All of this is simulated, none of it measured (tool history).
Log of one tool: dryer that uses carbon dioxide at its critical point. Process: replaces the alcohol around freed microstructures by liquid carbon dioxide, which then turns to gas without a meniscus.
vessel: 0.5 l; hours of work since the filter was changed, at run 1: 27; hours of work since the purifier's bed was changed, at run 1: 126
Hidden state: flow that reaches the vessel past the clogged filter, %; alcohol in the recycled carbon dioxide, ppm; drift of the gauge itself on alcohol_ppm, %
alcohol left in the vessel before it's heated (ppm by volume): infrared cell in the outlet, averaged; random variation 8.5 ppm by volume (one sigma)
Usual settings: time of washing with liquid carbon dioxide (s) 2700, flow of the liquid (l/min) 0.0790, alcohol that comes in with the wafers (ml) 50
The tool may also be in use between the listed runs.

run,day,time of washing with liquid carbon dioxide (s),flow of the liquid (l/min),alcohol that comes in with the wafers (ml),hours of work since the filter was changed,hours of work since the purifier's bed was changed,alcohol left in the vessel before it's heated (ppm by volume)
1,0.000,2700,0.0790,50,27,126,520
2,0.542,1680,0.0790,50,34,133,3840
3,0.967,1680,0.0790,50,39,138,3920
4,1.450,1680,0.0790,50,45,144,3844
5,1.788,2700,0.0790,50,50,149,575
6,2.075,2700,0.0790,50,53,152,582
7,2.362,4080,0.0794,52,57,156,55
8,2.771,1980,0.1125,52,62,161,440
9,3.046,1980,0.0641,32,66,165,2997
10,3.392,2760,0.0790,50,70,169,541
11,3.692,1680,0.0918,56,74,173,2614

Hidden state or all else? Some run-to-run changes of alcohol left in the vessel before it's heated (ppm by volume), split into what the settings, what came in and random variation would give without the hidden state, and what is left for the hidden state (with any gauge scatter that isn't in both results):
Run 1 -> 2: time of washing with liquid carbon dioxide (s) 2700 -> 1680. alcohol left in the vessel before it's heated (ppm by volume) +3320: hidden state +238, all else +3082.
Run 10 -> 11: time of washing with liquid carbon dioxide (s) 2760 -> 1680, flow of the liquid (l/min) 0.0790 -> 0.0918, alcohol that comes in with the wafers (ml) 50 -> 56. alcohol left in the vessel before it's heated (ppm by volume) +2073: hidden state +323, all else +1750.
